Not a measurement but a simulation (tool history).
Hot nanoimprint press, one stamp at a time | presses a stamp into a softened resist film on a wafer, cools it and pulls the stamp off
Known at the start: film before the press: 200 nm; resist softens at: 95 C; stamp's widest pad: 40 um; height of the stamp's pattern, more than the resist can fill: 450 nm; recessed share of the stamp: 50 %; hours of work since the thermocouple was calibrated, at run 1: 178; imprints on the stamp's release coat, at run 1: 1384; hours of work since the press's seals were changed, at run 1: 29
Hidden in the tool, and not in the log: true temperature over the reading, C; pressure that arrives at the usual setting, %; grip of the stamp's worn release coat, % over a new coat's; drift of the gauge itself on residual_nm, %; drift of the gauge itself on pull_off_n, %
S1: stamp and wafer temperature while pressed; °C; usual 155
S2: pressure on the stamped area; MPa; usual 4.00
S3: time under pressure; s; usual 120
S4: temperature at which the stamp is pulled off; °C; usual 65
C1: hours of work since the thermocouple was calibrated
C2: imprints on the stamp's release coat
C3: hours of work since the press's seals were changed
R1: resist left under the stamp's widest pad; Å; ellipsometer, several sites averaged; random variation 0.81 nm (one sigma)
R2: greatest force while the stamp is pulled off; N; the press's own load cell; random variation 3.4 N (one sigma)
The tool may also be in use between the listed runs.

run	hour	S1	S2	S3	S4	C1	C2	C3	R1	R2
1	0.0	155	4.00	120	65	178	1384	29	1063	165
2	28.9	155	4.00	120	65	195	1514	46	1063	170
# hour 51.8: stamp cleaned and given a new release coat
3	63.2	155	4.00	120	65	211	51	62	1066	162
4	88.3	155	2.86	120	65	226	164	77	1240	162
5	116.4	155	2.86	120	65	242	291	93	1254	161
6	140.8	155	2.86	120	65	256	401	107	1240	165
7	168.6	155	2.86	120	63	272	526	123	1237	175
8	190.0	155	2.86	120	63	285	623	136	1231	165
9	211.6	155	2.86	120	63	297	720	148	1230	170
10	231.7	155	2.86	120	63	309	811	160	1241	175
11	244.8	155	2.86	120	63	316	870	168	1214	173
12	275.6	155	2.86	120	63	334	1008	185	1226	169
13	293.4	155	4.00	120	65	345	1089	196	1054	164
14	312.9	155	4.00	120	65	356	1176	207	1051	160
15	330.9	155	3.81	120	65	366	1257	218	1096	167
16	348.4	155	3.81	120	65	376	1336	228	1083	163
17	380.1	155	2.50	120	65	395	1479	246	1313	172
# hour 411.1: stamp cleaned and given a new release coat
18	411.1	155	4.00	212	65	409	0	261	882	166
# hour 428.9: plate thermocouple calibrated
19	436.0	164	2.95	84	60	4	98	273	907	181
20	460.6	164	2.95	84	60	18	209	287	887	180
21	480.6	164	5.80	84	71	30	299	299	600	141
22	508.5	164	5.80	84	71	46	425	315	606	135
23	524.6	164	5.80	84	71	55	498	325	595	139
24	552.6	164	5.80	84	71	72	624	341	600	142
25	579.6	157	5.80	168	60	87	745	356	693	187
26	592.6	150	4.00	232	65	95	804	364	1123	168
27	611.2	150	4.00	232	65	106	888	375	1121	165
28	631.8	150	4.00	232	65	118	981	387	1134	166
29	651.6	162	6.23	101	65	129	1070	398	605	168

3 ways to go on from here, each from the tool as it stands after run 29. What would each give?
A	668.8	150	4.78	120	62	139	1147	408	?	?
B	668.8	162	6.23	96	65	139	1147	408	?	?
C	668.8	155	2.72	120	69	139	1147	408	?	?

run	R1	R2
A	1246	180
B	620	160
C	1263	151
Without the tool's hidden state the same runs would have given:
run	R1	R2
A	1245	178
B	620	158
C	1263	149
